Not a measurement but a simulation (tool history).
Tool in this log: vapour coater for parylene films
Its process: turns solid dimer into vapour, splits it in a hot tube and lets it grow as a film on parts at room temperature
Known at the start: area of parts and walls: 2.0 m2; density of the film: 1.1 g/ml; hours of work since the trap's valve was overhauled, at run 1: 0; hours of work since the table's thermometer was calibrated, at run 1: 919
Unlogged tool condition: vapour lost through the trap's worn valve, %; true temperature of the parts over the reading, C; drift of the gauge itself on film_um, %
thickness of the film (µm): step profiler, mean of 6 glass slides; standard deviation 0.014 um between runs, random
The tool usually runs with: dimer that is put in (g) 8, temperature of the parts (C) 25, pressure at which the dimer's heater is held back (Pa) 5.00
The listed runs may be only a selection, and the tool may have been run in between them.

run	day	dimer that is put in (g)	temperature of the parts (C)	pressure at which the dimer's heater is held back (Pa)	hours of work since the trap's valve was overhauled	hours of work since the table's thermometer was calibrated	thickness of the film (µm)
1	0.000	8	25	5.00	0	919	1.85
2	1.588	8	31	5.00	32	951	1.47
3	3.096	8	31	5.00	63	982	1.44
4	4.983	8	25	5.00	102	1021	1.84
5	5.846	8	25	5.00	120	1038	1.79
6	7.075	8	24	5.00	145	1064	1.86
7	8.912	8	25	5.00	182	1101	1.78
8	10.812	8	25	4.83	221	1140	1.78
9	11.971	8	25	4.83	245	1164	1.77
10	13.462	9	25	5.00	276	1194	1.95
11	14.579	9	25	5.00	299	1217	1.98
12	15.525	10	25	5.00	318	1237	2.16
13	16.488	6	25	5.00	338	1256	1.28
14	17.771	8	26	5.00	364	1283	1.65
15	18.675	8	25	7.55	382	1301	1.63
16	19.825	8	25	5.41	406	1325	1.68
# day 19.962: table's thermometer calibrated
# day 21.221: trap's valve overhauled
17	21.654	8	25	5.41	9	31	1.86
18	22.546	8	25	5.41	27	50	1.87
19	23.342	10	25	5.27	43	66	2.29
20	24.325	3	34	8.34	64	86	0.48
21	25.350	8	18	3.31	85	107	2.54
22	26.654	3	25	6.25	111	134	0.69
23	27.725	3	25	4.74	133	156	0.67
24	28.742	4	23	4.32	154	176	1.03
# day 29.429: table's thermometer calibrated, once more
25	30.283	13	23	4.32	185	17	3.12
26	31.621	8	21	3.21	212	45	2.12
27	32.792	7	25	9.61	236	69	1.39
28	34.512	7	35	3.10	271	104	1.09
29	36.017	7	35	3.10	302	135	1.07
30	36.900	13	23	7.33	320	153	2.84
31	37.971	13	23	7.33	342	175	2.81
32	39.446	13	23	7.33	372	205	2.81
33	40.254	13	23	7.33	389	222	2.82
34	41.708	7	26	5.85	419	251	1.36
# day 42.467: trap's valve overhauled
35	42.921	7	26	5.85	9	273	1.50
36	43.700	7	26	5.85	25	289	1.50

What if the next run were any one of these 4? Each begins from the tool's condition after run 36:
A	45.525	8	32	5.00	63	326	?
B	45.525	7	33	5.85	63	326	?
C	45.525	11	26	5.85	63	326	?
D	45.525	10	25	5.00	63	326	?

run	thickness of the film (µm)
A	1.37
B	1.13
C	2.31
D	2.26
With no hidden state in the tool, these same runs would have given:
run	thickness of the film (µm)
A	1.41
B	1.16
C	2.37
D	2.32
